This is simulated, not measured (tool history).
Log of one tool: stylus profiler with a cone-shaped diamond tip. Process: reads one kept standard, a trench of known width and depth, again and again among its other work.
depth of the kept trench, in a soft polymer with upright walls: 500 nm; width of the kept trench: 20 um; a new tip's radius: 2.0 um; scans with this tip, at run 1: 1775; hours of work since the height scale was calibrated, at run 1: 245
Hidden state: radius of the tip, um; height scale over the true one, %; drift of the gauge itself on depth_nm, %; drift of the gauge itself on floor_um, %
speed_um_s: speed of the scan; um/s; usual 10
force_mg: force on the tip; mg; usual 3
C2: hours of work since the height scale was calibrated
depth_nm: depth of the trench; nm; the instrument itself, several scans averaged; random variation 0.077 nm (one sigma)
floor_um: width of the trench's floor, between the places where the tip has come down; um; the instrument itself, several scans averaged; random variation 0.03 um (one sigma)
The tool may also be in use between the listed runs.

Run 1, hour 0: usual settings; scans with this tip 1775; C2 245. Result: depth_nm 503.41 nm, floor_um 17.17 um.
Run 2, hour 17.5: usual settings; scans with this tip 1845; C2 254. Result: depth_nm 503.33 nm, floor_um 17.15 um.
Run 3, hour 39.6: usual settings but speed_um_s 27 um/s; scans with this tip 1934; C2 267. Result: depth_nm 503.35 nm, floor_um 17.11 um.
Run 4, hour 48.8: usual settings but speed_um_s 4 um/s; scans with this tip 1971; C2 272. Result: depth_nm 503.27 nm, floor_um 17.17 um.
Run 5, hour 60.1: usual settings but speed_um_s 27 um/s; scans with this tip 2016; C2 278. Result: depth_nm 503.43 nm, floor_um 17.14 um.
Run 6, hour 80.4: usual settings; scans with this tip 2098; C2 289. Result: depth_nm 503.28 nm, floor_um 17.27 um.
Run 7, hour 94.4: usual settings but force_mg 2.13 mg; scans with this tip 2154; C2 297. Result: depth_nm 502.49 nm, floor_um 17.13 um.
Run 8, hour 106.5: usual settings but force_mg 2.13 mg; scans with this tip 2203; C2 304. Result: depth_nm 502.47 nm, floor_um 17.11 um.
Run 9, hour 119.3: usual settings but force_mg 2.13 mg; scans with this tip 2254; C2 311. Result: depth_nm 502.54 nm, floor_um 17.15 um.
Run 10, hour 135.6: usual settings but force_mg 1.32 mg; scans with this tip 2319; C2 320. Result: depth_nm 501.68 nm, floor_um 17.14 um.
Run 11, hour 147: usual settings; scans with this tip 2365; C2 326. Result: depth_nm 503.18 nm, floor_um 17.12 um.
Run 12, hour 167.5: usual settings; scans with this tip 2448; C2 337. Result: depth_nm 503.2 nm, floor_um 17.18 um.
Run 13, hour 188.9: usual settings but force_mg 4.7 mg; scans with this tip 2533; C2 349. Result: depth_nm 504.41 nm, floor_um 17.15 um.
At hour 190.4: height scale calibrated on a step standard.
Run 14, hour 198.5: usual settings but force_mg 4.7 mg; scans with this tip 2570; C2 4. Result: depth_nm 504.32 nm, floor_um 17.14 um.
Run 15, hour 221: usual settings but force_mg 4.7 mg; scans with this tip 2660; C2 17. Result: depth_nm 504.32 nm, floor_um 17.18 um.
Run 16, hour 237.9: usual settings but force_mg 4.7 mg; scans with this tip 2728; C2 26. Result: depth_nm 504.18 nm, floor_um 17.2 um.
At hour 257.1: height scale calibrated on a step standard, once more.
Run 17, hour 257.1: usual settings but speed_um_s 2 um/s, force_mg 5.57 mg; scans with this tip 2803; C2 0. Result: depth_nm 505.82 nm, floor_um 17.16 um.
Run 18, hour 279.7: usual settings but speed_um_s 2 um/s, force_mg 5.57 mg; scans with this tip 2894; C2 13. Result: depth_nm 505.81 nm, floor_um 17.21 um.
Run 19, hour 301.9: usual settings but speed_um_s 2 um/s, force_mg 5.57 mg; scans with this tip 2983; C2 25. Result: depth_nm 505.57 nm, floor_um 17.17 um.
Run 20, hour 314.6: usual settings but speed_um_s 6 um/s, force_mg 5.57 mg; scans with this tip 3034; C2 32. Result: depth_nm 505.62 nm, floor_um 17.15 um.
Run 21, hour 324.6: usual settings but speed_um_s 35 um/s, force_mg 4.42 mg; scans with this tip 3074; C2 37. Result: depth_nm 504.75 nm, floor_um 17.07 um.
Run 22, hour 340.1: usual settings but speed_um_s 6 um/s, force_mg 1.11 mg; scans with this tip 3136; C2 46. Result: depth_nm 502.04 nm, floor_um 17.1 um.
Run 23, hour 349.5: usual settings but speed_um_s 6 um/s, force_mg 1.11 mg; scans with this tip 3174; C2 51. Result: depth_nm 502 nm, floor_um 17.05 um.
Run 24, hour 368.8: usual settings but speed_um_s 6 um/s, force_mg 3.41 mg; scans with this tip 3252; C2 62. Result: depth_nm 504.04 nm, floor_um 17.17 um.
Run 25, hour 379.1: usual settings but speed_um_s 3 um/s, force_mg 6.52 mg; scans with this tip 3293; C2 67. Result: depth_nm 506.24 nm, floor_um 17.12 um.
Run 26, hour 399.4: usual settings but speed_um_s 26 um/s, force_mg 1.23 mg; scans with this tip 3374; C2 79. Result: depth_nm 502.01 nm, floor_um 16.96 um.
Run 27, hour 417.8: usual settings but speed_um_s 4 um/s, force_mg 2.14 mg; scans with this tip 3448; C2 89. Result: depth_nm 503.09 nm, floor_um 17.09 um.
Run 28, hour 433.1: usual settings but speed_um_s 3 um/s, force_mg 7.56 mg; scans with this tip 3510; C2 97. Result: depth_nm 506.86 nm, floor_um 17.1 um.
Run 29, hour 446.9: usual settings but speed_um_s 3 um/s, force_mg 7.56 mg; scans with this tip 3565; C2 105. Result: depth_nm 506.9 nm, floor_um 17.07 um.
Run 30, hour 466.6: usual settings but speed_um_s 2 um/s, force_mg 2.46 mg; scans with this tip 3644; C2 116. Result: depth_nm 503.15 nm, floor_um 17.07 um.
Run 31, hour 483.7: usual settings but speed_um_s 4 um/s, force_mg 1.61 mg; scans with this tip 3713; C2 125. Result: depth_nm 502.33 nm, floor_um 17.05 um.
Run 32, hour 501.2: usual settings but speed_um_s 2 um/s, force_mg 4.65 mg; scans with this tip 3783; C2 135. Result: depth_nm 504.75 nm, floor_um 17.08 um.

Forecast each of these 5 alternatives for the next run:
Run A, hour 518.2: usual settings but force_mg 6.81 mg; scans with this tip 3851; C2 144. Result: depth_nm ?, floor_um ?.
Run B, hour 518.2: usual settings but speed_um_s 2 um/s, force_mg 4.37 mg; scans with this tip 3851; C2 144. Result: depth_nm ?, floor_um ?.
Run C, hour 518.2: usual settings but speed_um_s 3 um/s, force_mg 3.06 mg; scans with this tip 3851; C2 144. Result: depth_nm ?, floor_um ?.
Run D, hour 518.2: usual settings but speed_um_s 3 um/s, force_mg 1.01 mg; scans with this tip 3851; C2 144. Result: depth_nm ?, floor_um ?.
Run E, hour 518.2: usual settings but speed_um_s 15 um/s, force_mg 2.14 mg; scans with this tip 3851; C2 144. Result: depth_nm ?, floor_um ?.

run  depth_nm  floor_um
  A    506.21     17.06
  B    504.51     17.11
  C     503.6     17.09
  D    501.78     16.99
  E    502.81     17.02
Without the tool's hidden state the same runs would have given:
run  depth_nm  floor_um
  A    506.31     17.33
  B    504.62     17.38
  C    503.71     17.36
  D    501.89     17.26
  E    502.92     17.29
